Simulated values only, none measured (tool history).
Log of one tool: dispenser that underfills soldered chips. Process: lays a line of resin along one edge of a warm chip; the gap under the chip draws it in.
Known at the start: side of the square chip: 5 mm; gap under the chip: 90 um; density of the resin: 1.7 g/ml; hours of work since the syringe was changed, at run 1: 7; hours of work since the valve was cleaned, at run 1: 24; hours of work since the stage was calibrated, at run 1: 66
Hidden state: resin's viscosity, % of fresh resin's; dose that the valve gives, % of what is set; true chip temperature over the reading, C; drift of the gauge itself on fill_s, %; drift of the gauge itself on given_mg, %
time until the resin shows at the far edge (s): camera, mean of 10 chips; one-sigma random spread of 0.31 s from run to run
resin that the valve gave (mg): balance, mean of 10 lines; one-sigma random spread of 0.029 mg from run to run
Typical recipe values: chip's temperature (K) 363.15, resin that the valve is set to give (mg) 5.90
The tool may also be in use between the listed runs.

run,day,chip's temperature (K),resin that the valve is set to give (mg),hours of work since the syringe was changed,hours of work since the valve was cleaned,hours of work since the stage was calibrated,time until the resin shows at the far edge (s),resin that the valve gave (mg)
1,0.000,363.15,5.90,7,24,66,10.6,5.85
2,0.112,363.15,5.90,9,26,68,12.1,5.85
# day 0.204: new syringe of resin
3,0.246,363.15,5.90,1,28,70,7.0,5.75
4,0.392,363.15,5.30,3,31,73,9.1,5.18
5,0.533,363.15,5.30,6,34,75,10.3,5.15
6,0.733,363.15,5.90,10,37,79,13.3,5.80
# day 0.758: new syringe of resin
7,0.929,363.15,7.63,3,41,83,7.4,7.46
# day 1.138: dispensing valve cleaned and set on the balance
8,1.246,350.15,5.90,8,2,88,22.3,5.90
# day 1.371: new syringe of resin
9,1.425,350.15,5.90,1,5,91,14.3,5.92
10,1.612,350.15,5.90,4,9,94,17.2,5.81
11,1.883,350.15,5.90,9,14,99,25.4,5.84
# day 1.933: new syringe of resin
12,2.054,350.15,5.90,2,16,102,14.6,5.84
13,2.208,360.15,5.90,5,19,105,11.2,5.81
14,2.450,360.15,5.90,10,24,109,15.1,5.80
# day 2.496: new syringe of resin
15,2.725,363.15,6.81,4,29,114,8.8,6.63
16,2.896,363.15,6.81,7,32,117,11.0,6.66
# day 3.067: new syringe of resin
17,3.079,363.15,5.90,0,35,121,7.0,5.72
18,3.300,363.15,5.90,4,39,125,9.0,5.72
19,3.542,363.15,5.90,9,43,129,12.9,5.72
# day 3.612: dispensing valve cleaned and set on the balance
# day 3.683: new syringe of resin
20,3.800,375.15,6.43,2,3,133,4.6,6.44
21,3.975,352.15,5.91,5,7,136,17.3,5.84
22,4.125,352.15,5.91,8,9,139,21.3,5.89
# day 4.238: new syringe of resin
23,4.317,352.15,5.91,1,13,142,12.6,5.88
24,4.558,363.15,7.51,6,17,147,11.3,7.44
# day 4.796: new syringe of resin
25,4.804,361.15,5.39,0,21,151,8.0,5.27
26,4.962,361.15,5.39,3,24,154,9.0,5.30
27,5.125,369.15,5.50,6,27,157,8.4,5.40
28,5.304,369.15,5.50,9,31,160,9.9,5.35
# day 5.358: new syringe of resin
29,5.433,361.15,5.63,1,33,162,8.6,5.46
30,5.604,356.15,5.79,5,36,166,12.9,5.67
31,5.854,356.15,5.79,9,41,170,18.7,5.64
# day 5.921: new syringe of resin
# day 6.100: dispensing valve cleaned and set on the balance
32,6.100,369.15,5.95,3,0,174,6.0,5.99
33,6.254,351.15,7.22,5,3,177,18.2,7.26
34,6.504,354.15,5.60,10,7,181,21.4,5.59
# day 6.538: new syringe of resin
35,6.729,350.15,6.50,4,11,185,17.1,6.46
36,6.875,360.15,6.72,6,14,188,12.0,6.63
37,7.058,357.15,7.41,10,17,191,17.2,7.36

Below, some changes in time until the resin shows at the far edge (s) between adjacent runs. For each, the amount present without the hidden state too (settings, incoming material, random variation) and the amount remaining for the hidden state with gauge scatter not shared by both compared results:
Run 7 -> 8: chip's temperature (K) 363.15 -> 350.15, resin that the valve is set to give (mg) 7.63 -> 5.90, dispensing valve cleaned and set on the balance. time until the resin shows at the far edge (s) +14.9: hidden state +8.6, all else +6.3.
Run 8 -> 9: new syringe of resin. time until the resin shows at the far edge (s) -8.0: hidden state -8.9, all else +0.9.
Run 11 -> 12: new syringe of resin. time until the resin shows at the far edge (s) -10.8: hidden state -10.4, all else -0.4.
Run 20 -> 21: chip's temperature (K) 375.15 -> 352.15, resin that the valve is set to give (mg) 6.43 -> 5.91. time until the resin shows at the far edge (s) +12.7: hidden state +5.6, all else +7.1.
Run 31 -> 32: chip's temperature (K) 356.15 -> 369.15, resin that the valve is set to give (mg) 5.79 -> 5.95, new syringe of resin, dispensing valve cleaned and set on the balance. time until the resin shows at the far edge (s) -12.7: hidden state -8.0, all else -4.7.
